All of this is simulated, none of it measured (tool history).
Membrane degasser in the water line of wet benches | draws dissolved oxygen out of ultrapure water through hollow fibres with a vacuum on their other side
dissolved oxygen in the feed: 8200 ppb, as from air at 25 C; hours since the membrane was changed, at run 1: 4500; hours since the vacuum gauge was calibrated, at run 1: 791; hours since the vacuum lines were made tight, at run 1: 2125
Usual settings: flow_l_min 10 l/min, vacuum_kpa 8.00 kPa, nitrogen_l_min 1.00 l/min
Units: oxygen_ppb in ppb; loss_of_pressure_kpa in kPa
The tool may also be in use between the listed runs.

run	hour	flow_l_min	vacuum_kpa	nitrogen_l_min	hours since the membrane was changed	hours since the vacuum gauge was calibrated	hours since the vacuum lines were made tight	oxygen_ppb	loss_of_pressure_kpa
1	0.0	10	8.00	1.00	4500	791	2125	115.2	49.16
2	223.0	10	8.00	0.89	4723	1014	2348	127.7	48.94
3	373.2	10	8.00	0.89	4874	1165	2499	127.3	48.98
4	537.6	7	8.00	0.89	5038	1329	2663	90.2	34.28
5	745.3	10	8.00	1.00	5246	1537	2871	115.3	48.94
6	929.3	10	8.00	1.00	5430	1721	3055	114.5	49.14
7	1139.1	10	12.24	1.00	5639	1930	3264	210.2	48.56
8	1458.8	10	8.96	0.45	5959	2250	3584	277.6	48.72
9	1638.2	10	8.96	0.45	6138	2429	3764	277.5	48.43
10	1848.4	10	8.96	0.45	6349	2640	3974	275.9	48.69
# hour 1995.3: seals of the vacuum lines changed
11	2172.0	10	8.96	0.45	6670	2961	177	276.7	48.59

Forecast each of these 3 alternatives for the next run:
A	2384.8	15	6.10	0.45	6883	3174	390	?	?
B	2384.8	14	5.83	0.44	6883	3174	390	?	?
C	2384.8	14	8.96	2.07	6883	3174	390	?	?

run	oxygen_ppb	loss_of_pressure_kpa
A	210.7	72.90
B	182.9	68.33
C	104.0	67.76
Without the tool's hidden state the same runs would have given:
run	oxygen_ppb	loss_of_pressure_kpa
A	210.4	73.64
B	182.7	69.02
C	103.8	68.44
